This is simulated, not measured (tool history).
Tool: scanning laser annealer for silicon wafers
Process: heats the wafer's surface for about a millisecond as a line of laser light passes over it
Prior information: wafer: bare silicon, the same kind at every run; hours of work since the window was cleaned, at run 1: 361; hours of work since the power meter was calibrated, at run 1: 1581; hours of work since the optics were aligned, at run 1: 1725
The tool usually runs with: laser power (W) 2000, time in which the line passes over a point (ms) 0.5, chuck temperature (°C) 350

| run | hour | laser power (W) | time in which the line passes over a point (ms) | chuck temperature (°C) | hours of work since the window was cleaned | hours of work since the power meter was calibrated | hours of work since the optics were aligned | highest temperature of the surface (°C) |
|---|---|---|---|---|---|---|---|---|
| 1 | 0 | 2000 | 0.5 | 350 | 361 | 1581 | 1725 | 1050 |
|  | 49.7 | optics aligned, line set to its width |
| 2 | 62.5 | 2000 | 0.527 | 350 | 406 | 1626 | 10 | 1073 |
| 3 | 123.6 | 2000 | 0.5 | 350 | 454 | 1674 | 58 | 1051 |
|  | 147.6 | window over the wafer cleaned |
| 4 | 173.8 | 2000 | 0.5 | 350 | 21 | 1712 | 96 | 1053 |
| 5 | 234.1 | 2000 | 0.5 | 350 | 68 | 1759 | 143 | 1053 |
| 6 | 288.2 | 1869 | 0.5 | 350 | 110 | 1802 | 186 | 1010 |
| 7 | 339.5 | 2000 | 0.5 | 350 | 151 | 1842 | 226 | 1053 |
| 8 | 376 | 2000 | 0.5 | 350 | 179 | 1871 | 255 | 1051 |
| 9 | 412.6 | 2000 | 0.5 | 385 | 208 | 1899 | 283 | 1087 |
| 10 | 466.8 | 2000 | 0.5 | 385 | 251 | 1942 | 326 | 1089 |
| 11 | 503.8 | 2000 | 0.5 | 379 | 280 | 1971 | 355 | 1083 |
| 12 | 536.5 | 2000 | 0.5 | 379 | 305 | 1997 | 381 | 1079 |
| 13 | 570.1 | 2000 | 0.5 | 379 | 332 | 2023 | 407 | 1083 |
| 14 | 615.3 | 2000 | 0.5 | 350 | 367 | 2059 | 443 | 1052 |
| 15 | 655.7 | 2000 | 0.5 | 350 | 399 | 2090 | 474 | 1051 |
| 16 | 706 | 2000 | 0.392 | 350 | 438 | 2130 | 514 | 967 |
|  | 751.5 | window over the wafer cleaned |
| 17 | 769 | 2000 | 0.392 | 350 | 14 | 2178 | 562 | 966 |
| 18 | 798.4 | 2000 | 0.413 | 337 | 37 | 2201 | 585 | 974 |
| 19 | 846.9 | 2000 | 0.413 | 337 | 75 | 2239 | 623 | 973 |
| 20 | 913.9 | 2170 | 0.385 | 310 | 128 | 2292 | 676 | 966 |
| 21 | 967.5 | 2170 | 0.385 | 310 | 170 | 2334 | 718 | 967 |
| 22 | 1002.2 | 1979 | 0.567 | 381 | 197 | 2361 | 745 | 1125 |
| 23 | 1057.2 | 2000 | 0.5 | 367 | 240 | 2404 | 788 | 1072 |
| 24 | 1105.9 | 2000 | 0.5 | 367 | 278 | 2442 | 826 | 1068 |
| 25 | 1172.2 | 1921 | 0.373 | 326 | 330 | 2494 | 878 | 901 |
| 26 | 1225.7 | 1978 | 0.411 | 351 | 372 | 2537 | 920 | 975 |
| 27 | 1256.6 | 1727 | 0.386 | 339 | 397 | 2561 | 945 | 872 |

What will run 28 give?
| 28 | 1316.3 | 1855 | 0.395 | 364 | 444 | 2608 | 992 | ? |

{"run 28": {"highest temperature of the surface (°C)": 941}}
Were there no unlogged condition in the tool, this run, its random variation unchanged, would have produced highest temperature of the surface (°C) 941.

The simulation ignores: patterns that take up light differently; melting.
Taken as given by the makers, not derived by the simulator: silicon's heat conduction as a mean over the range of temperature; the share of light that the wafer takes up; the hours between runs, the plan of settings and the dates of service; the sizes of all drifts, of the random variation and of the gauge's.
